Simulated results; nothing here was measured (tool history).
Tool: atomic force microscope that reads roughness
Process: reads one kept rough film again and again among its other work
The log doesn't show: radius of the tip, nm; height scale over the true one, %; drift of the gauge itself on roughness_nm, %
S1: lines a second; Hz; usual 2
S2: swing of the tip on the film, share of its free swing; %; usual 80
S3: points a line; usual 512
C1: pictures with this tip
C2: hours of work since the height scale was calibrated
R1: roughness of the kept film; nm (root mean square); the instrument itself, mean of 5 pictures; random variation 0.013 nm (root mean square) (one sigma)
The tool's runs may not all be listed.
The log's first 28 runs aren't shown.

{"run": 29, "hour": 452.0, "S1": 2, "S2": 75, "S3": 508, "C1": 41, "C2": 417, "R1": 2.974}
{"run": 30, "hour": 474.0, "S1": 2, "S2": 77, "S3": 508, "C1": 75, "C2": 427, "R1": 2.818}
{"run": 31, "hour": 488.0, "S1": 2, "S2": 77, "S3": 508, "C1": 97, "C2": 434, "R1": 2.73}
{"run": 32, "hour": 508.1, "S1": 1.17, "S2": 72, "S3": 435, "C1": 128, "C2": 443, "R1": 2.824}
{"run": 33, "hour": 517.7, "S1": 1.17, "S2": 72, "S3": 435, "C1": 143, "C2": 448, "R1": 2.784}
{"run": 34, "hour": 528.8, "S1": 1.17, "S2": 72, "S3": 435, "C1": 161, "C2": 453, "R1": 2.75}
{"hour": 532.2, "done": "new tip fitted"}
{"run": 35, "hour": 541.9, "S1": 1.14, "S2": 80, "S3": 778, "C1": 15, "C2": 459, "R1": 3.176}
{"run": 36, "hour": 564.0, "S1": 1.74, "S2": 70, "S3": 813, "C1": 50, "C2": 469, "R1": 3.076}
{"run": 37, "hour": 575.5, "S1": 1.74, "S2": 83, "S3": 813, "C1": 68, "C2": 474, "R1": 2.799}
{"run": 38, "hour": 596.6, "S1": 3.58, "S2": 83, "S3": 990, "C1": 100, "C2": 484, "R1": 2.36}
{"run": 39, "hour": 618.2, "S1": 3.58, "S2": 83, "S3": 990, "C1": 134, "C2": 494, "R1": 2.266}
{"run": 40, "hour": 627.6, "S1": 0.7, "S2": 80, "S3": 512, "C1": 149, "C2": 498, "R1": 2.798}
{"hour": 637.6, "done": "new tip fitted"}
{"run": 41, "hour": 643.4, "S1": 0.68, "S2": 56, "S3": 762, "C1": 8, "C2": 506, "R1": 3.422}
{"run": 42, "hour": 663.4, "S1": 3.38, "S2": 62, "S3": 512, "C1": 40, "C2": 515, "R1": 3.029}
{"run": 43, "hour": 683.1, "S1": 2.72, "S2": 74, "S3": 574, "C1": 70, "C2": 524, "R1": 2.765}

Forecast run 44:
{"run": 44, "hour": 703.1, "S1": 0.73, "S2": 74, "S3": 954, "C1": 102, "C2": 533, "R1": "?"}

Run 44 gave R1 2.974 nm (root mean square).
Without the tool's hidden state the same run would have given R1 3.422 nm (root mean square).
